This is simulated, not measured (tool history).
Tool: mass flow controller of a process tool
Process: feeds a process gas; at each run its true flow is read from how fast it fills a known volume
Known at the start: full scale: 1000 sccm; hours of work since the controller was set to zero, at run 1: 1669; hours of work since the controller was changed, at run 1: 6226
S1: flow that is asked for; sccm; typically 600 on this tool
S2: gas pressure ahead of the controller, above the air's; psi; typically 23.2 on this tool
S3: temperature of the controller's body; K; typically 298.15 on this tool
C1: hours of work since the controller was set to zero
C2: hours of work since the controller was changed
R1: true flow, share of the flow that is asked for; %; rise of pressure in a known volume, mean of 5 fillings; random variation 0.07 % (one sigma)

run,hour,S1,S2,S3,C1,C2,R1
1,0.0,600,23.2,298.15,1669,6226,100.27
2,359.2,454,23.2,298.15,1882,6439,99.53
3,521.8,454,23.2,298.15,1978,6535,99.40
4,797.0,454,23.2,298.15,2142,6698,99.49
5,1090.2,454,23.2,298.15,2315,6872,99.44
6,1435.1,600,23.2,298.15,2520,7077,100.13
7,1701.6,600,23.2,298.15,2678,7235,100.21
8,1850.0,600,23.2,309.15,2766,7323,99.92
9,2092.3,600,36.8,309.15,2910,7466,99.68
10,2317.9,600,36.8,309.15,3043,7600,99.53
11,2486.1,600,36.8,309.15,3143,7700,99.61
12,2685.8,600,36.8,309.15,3261,7818,99.65
13,2879.4,115,23.2,294.15,3376,7933,92.32
14,3211.0,230,21.0,313.15,3573,8130,95.96
15,3531.0,132,22.6,305.15,3763,8319,92.39
16,3881.1,257,23.8,305.15,3970,8527,96.37
17,4066.0,257,23.8,305.15,4080,8636,96.35
18,4233.6,257,23.8,305.15,4179,8736,96.15
19,4389.5,600,23.2,299.15,4272,8828,99.99
20,4537.9,249,21.3,308.15,4360,8916,95.85
# hour 4799.6: controller's zero set anew
21,4820.1,230,23.1,294.15,12,9083,100.86

Branching from run 21: 3 alternative next runs. What would each branch give?
A,5179.7,162,38.4,304.15,225,9296,?
B,5179.7,931,31.3,298.15,225,9296,?
C,5179.7,170,22.9,306.15,225,9296,?

run,R1
A,99.61
B,102.92
C,100.07
With no hidden state in the tool, these same runs would have given:
run,R1
A,96.85
B,99.77
C,97.27
